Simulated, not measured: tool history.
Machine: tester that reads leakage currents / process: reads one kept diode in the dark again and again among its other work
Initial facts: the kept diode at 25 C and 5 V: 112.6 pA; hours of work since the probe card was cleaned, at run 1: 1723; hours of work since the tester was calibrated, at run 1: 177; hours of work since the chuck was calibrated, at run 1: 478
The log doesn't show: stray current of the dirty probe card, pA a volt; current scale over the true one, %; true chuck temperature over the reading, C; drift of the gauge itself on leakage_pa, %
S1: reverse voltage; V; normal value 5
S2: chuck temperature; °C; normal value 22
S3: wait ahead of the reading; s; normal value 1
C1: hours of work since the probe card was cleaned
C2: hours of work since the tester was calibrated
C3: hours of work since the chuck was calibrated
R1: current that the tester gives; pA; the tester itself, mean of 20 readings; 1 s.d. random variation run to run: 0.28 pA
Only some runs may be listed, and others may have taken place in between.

run,hour,S1,S2,S3,C1,C2,C3,R1
1,0,5,22,1,1723,177,478,100.22
2,94.3,5,22,1,1791,244,546,100.69
3,246.8,5,22,0.49,1901,354,656,103.42
# hour 262.2: probe card cleaned and baked
4,381.8,5,22,1,86,449,751,87.94
5,551.4,5,22,1,208,571,872,87.95
6,656.3,5,22,1,283,646,948,88.36
7,860.5,5,22,3.32,430,793,1094,87.16
8,1054.6,5,29,1,569,932,1234,144.96
9,1184.6,5,29,1,663,1026,1327,145.19
10,1279,5.6,29,0.36,730,1093,1395,155.41
11,1434.3,5.6,29,0.36,842,1205,1507,155.81
12,1593.8,2.85,45,0.36,957,1320,1621,355.09

Consider 3 possible next runs. They are alternatives, not a sequence: every one starts from the tool as it was left by run 12. What does each give?
# hour 1697.3: chuck's temperature calibrated
A,1791.1,2.85,45,4.92,1097,1460,67,?
# hour 1697.3: chuck's temperature calibrated
B,1791.1,5,22,3.7,1097,1460,67,?
# hour 1697.3: chuck's temperature calibrated
C,1791.1,5.39,53,0.36,1097,1460,67,?

run,R1
A,379.96
B,97.89
C,778.01
Had the tool no hidden state, the same runs would have come out as:
run,R1
A,377.11
B,90.54
C,772.77
